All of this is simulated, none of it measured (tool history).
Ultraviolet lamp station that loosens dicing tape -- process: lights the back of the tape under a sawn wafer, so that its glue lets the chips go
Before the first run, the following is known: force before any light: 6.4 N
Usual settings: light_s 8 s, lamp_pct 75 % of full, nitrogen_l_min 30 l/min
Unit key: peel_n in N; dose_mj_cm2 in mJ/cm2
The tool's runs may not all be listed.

run   hour  light_s  lamp_pct  nitrogen_l_min  peel_n  dose_mj_cm2
  1    0.0        8        75              30   0.754          342
  2   14.4        8        77              30   0.739          349
  3   34.3        8        77              30   0.746          352
  4   43.9        8        68              30   0.915          307
  5   53.4        8        68              30   0.923          306
  6   67.5        8        68              30   0.911          311
  7   76.5        6        75              30   1.250          256
      78.1  -- window cleaned of glue's vapour
  8   87.9        8        75              30   0.889          322
  9  109.0        8        75              30   0.861          320
     121.0  -- window cleaned of glue's vapour, once more
 10  129.8        8        75              30   0.691          355
 11  142.3        8        75              30   0.746          355
 12  154.4       14        90              30   0.230          740
 13  168.0       11        92              14   0.481          588
 14  183.2       11        68              20   0.616          441
 15  197.6        8        94              39   0.423          435
 16  213.9        8        94              39   0.403          437
 17  235.6        8        94              39   0.431          440
 18  254.6        9        75              24   0.706          387
 19  268.4        9        64              30   0.770          332
 20  286.4        8        91              29   0.571          419

Below, some changes in peel_n between adjacent runs. For each, the amount present without the hidden state too (settings, incoming material, random variation) and the amount remaining for the hidden state with gauge scatter not shared by both compared results:
Unlogged tool condition in this case: lamp's light, % of a new lamp's; light that the window lets through, % of a clean one's; drift of the gauge itself on peel_n, %; drift of the gauge itself on dose_mj_cm2, %.
Run 7 -> 8: light_s 6 -> 8, window cleaned of glue's vapour. peel_n -0.361 N: hidden state +0.021, all else -0.382.
Run 9 -> 10: window cleaned of glue's vapour, once more. peel_n -0.170 N: hidden state -0.151, all else -0.019.
Run 11 -> 12: light_s 8 -> 14, lamp_pct 75 -> 90. peel_n -0.516 N: hidden state -0.085, all else -0.431.
